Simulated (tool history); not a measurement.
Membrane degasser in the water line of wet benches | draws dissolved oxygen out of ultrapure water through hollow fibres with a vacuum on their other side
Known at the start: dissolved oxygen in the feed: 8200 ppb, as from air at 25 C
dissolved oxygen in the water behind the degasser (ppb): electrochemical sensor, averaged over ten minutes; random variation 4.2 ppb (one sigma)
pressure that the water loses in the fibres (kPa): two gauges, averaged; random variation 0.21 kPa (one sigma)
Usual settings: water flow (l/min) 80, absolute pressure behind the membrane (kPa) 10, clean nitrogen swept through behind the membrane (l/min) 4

run	hour	water flow (l/min)	absolute pressure behind the membrane (kPa)	clean nitrogen swept through behind the membrane (l/min)	dissolved oxygen in the water behind the degasser (ppb)	pressure that the water loses in the fibres (kPa)
1	0	80	10	4	472.2	48.33
2	53	80	10	4	467.3	48.51
3	76.2	80	10	4	464.2	48.1
4	105.6	80	7.6	4	361.2	48.03
5	162.7	80	10	9.89	304.3	47.81
6	214	80	10	9.89	305.4	48.1
7	266.7	80	10	9.89	306	48.14
8	306.6	80	10	9.89	304.7	47.89
9	354.1	80	10	4	466.3	47.89
10	405.8	80	10	4	462.3	47.65
11	455.8	49	10	4	243.2	29.05
12	503.4	49	10	4	241.6	29.59
13	529.5	80	10	4	462.5	47.36
14	566.4	115	10	4	739.8	68.35
15	612	115	10	4	729.9	67.75
16	642.1	95	10	4	576.4	56.12
17	673.2	95	10	4	571.4	56.08
18	697.2	104	10	4	649.2	61.38
# hour 709.6: gauge calibrated
19	753.4	104	10	4	645.9	62.4
20	801	104	10	4	646.9	62.77
21	851.1	80	6.6	4	323.3	47.9
22	905.4	80	6.6	4	325.5	48.46
23	931.6	73	6.7	1.81	411.7	43.93
24	975.1	73	6.7	1.81	411.3	43.61
25	1014.6	56	6.7	7.64	134.6	33.5
26	1042.9	68	13.9	1.82	850.6	40.34
27	1091.2	94	22.5	2.36	1516.2	55.95
28	1138.6	80	22.8	2.07	1456.5	47.56
29	1168.2	80	22.8	2.07	1467.8	47.55
30	1223.9	80	9	2.41	543.9	47.49
31	1250.6	80	9	2.41	550.3	47.42
32	1302.7	80	8.4	4	404.9	47.04

3 ways to go on from here, each from the tool as it stands after run 32. What would each give?
A	1340.3	80	15.4	4	?	?
B	1340.3	106	9.3	4	?	?
C	1340.3	113	17	6.94	?	?

run	dissolved oxygen in the water behind the degasser (ppb)	pressure that the water loses in the fibres (kPa)
A	661.3	47.27
B	627.3	62.73
C	800.7	66.77
Without the tool's hidden state the same runs would have given:
run	dissolved oxygen in the water behind the degasser (ppb)	pressure that the water loses in the fibres (kPa)
A	661.1	48.42
B	627	64.25
C	800.5	68.38
